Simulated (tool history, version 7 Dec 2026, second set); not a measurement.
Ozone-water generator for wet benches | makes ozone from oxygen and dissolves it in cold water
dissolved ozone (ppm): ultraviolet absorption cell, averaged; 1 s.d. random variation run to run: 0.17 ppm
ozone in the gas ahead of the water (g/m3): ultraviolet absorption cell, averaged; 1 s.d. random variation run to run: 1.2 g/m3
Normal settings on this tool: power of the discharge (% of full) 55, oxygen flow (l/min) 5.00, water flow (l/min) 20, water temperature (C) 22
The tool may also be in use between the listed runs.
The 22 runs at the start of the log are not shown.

| run | hour | power of the discharge (% of full) | oxygen flow (l/min) | water flow (l/min) | water temperature (C) | hours of work since the electrodes were changed | hours of work since the contactor was cleaned | hours of work since the thermometer was calibrated | dissolved ozone (ppm) | ozone in the gas ahead of the water (g/m3) |
|---|---|---|---|---|---|---|---|---|---|---|
| 23 | 1155.8 | 47 | 5.83 | 32 | 18 | 1354 | 377 | 1850 | 14.5 | 189.2 |
| 24 | 1223.3 | 74 | 5.83 | 26 | 24 | 1410 | 434 | 1907 | 20.3 | 238.3 |
| 25 | 1254.2 | 55 | 5.00 | 24 | 22 | 1436 | 459 | 1932 | 18.7 | 216.4 |
| 26 | 1309.1 | 55 | 2.94 | 20 | 22 | 1482 | 505 | 1978 | 19.1 | 264.4 |
| 27 | 1371.3 | 55 | 2.94 | 20 | 22 | 1534 | 557 | 2030 | 18.9 | 267.6 |
| 28 | 1438.8 | 55 | 2.94 | 20 | 22 | 1590 | 614 | 2087 | 19.0 | 263.1 |
| 29 | 1486.9 | 55 | 7.97 | 20 | 14 | 1631 | 654 | 2127 | 25.5 | 181.6 |
| 30 | 1557.2 | 99 | 7.97 | 20 | 14 | 1690 | 713 | 2186 | 35.3 | 247.0 |
| 31 | 1617.3 | 46 | 8.40 | 19 | 25 | 1740 | 763 | 2236 | 19.5 | 158.1 |
| 32 | 1668.0 | 55 | 3.47 | 20 | 21 | 1782 | 806 | 2279 | 20.0 | 247.0 |
| 33 | 1706.7 | 55 | 3.47 | 20 | 21 | 1815 | 838 | 2311 | 20.0 | 246.2 |

Predict each of these 3 candidate next runs independently; none follows another, all start after run 33:
| A | 1739.2 | 55 | 3.47 | 22 | 21 | 1842 | 865 | 2338 | ? | ? |
| B | 1739.2 | 55 | 5.00 | 20 | 30 | 1842 | 865 | 2338 | ? | ? |
| C | 1739.2 | 55 | 5.00 | 14 | 22 | 1842 | 865 | 2338 | ? | ? |

| run | dissolved ozone (ppm) | ozone in the gas ahead of the water (g/m3) |
|---|---|---|
| A | 18.2 | 246.1 |
| B | 18.8 | 213.3 |
| C | 27.0 | 213.7 |
Had the tool no hidden state, the same runs would have come out as:
| run | dissolved ozone (ppm) | ozone in the gas ahead of the water (g/m3) |
|---|---|---|
| A | 19.4 | 257.5 |
| B | 20.0 | 223.2 |
| C | 28.7 | 223.6 |
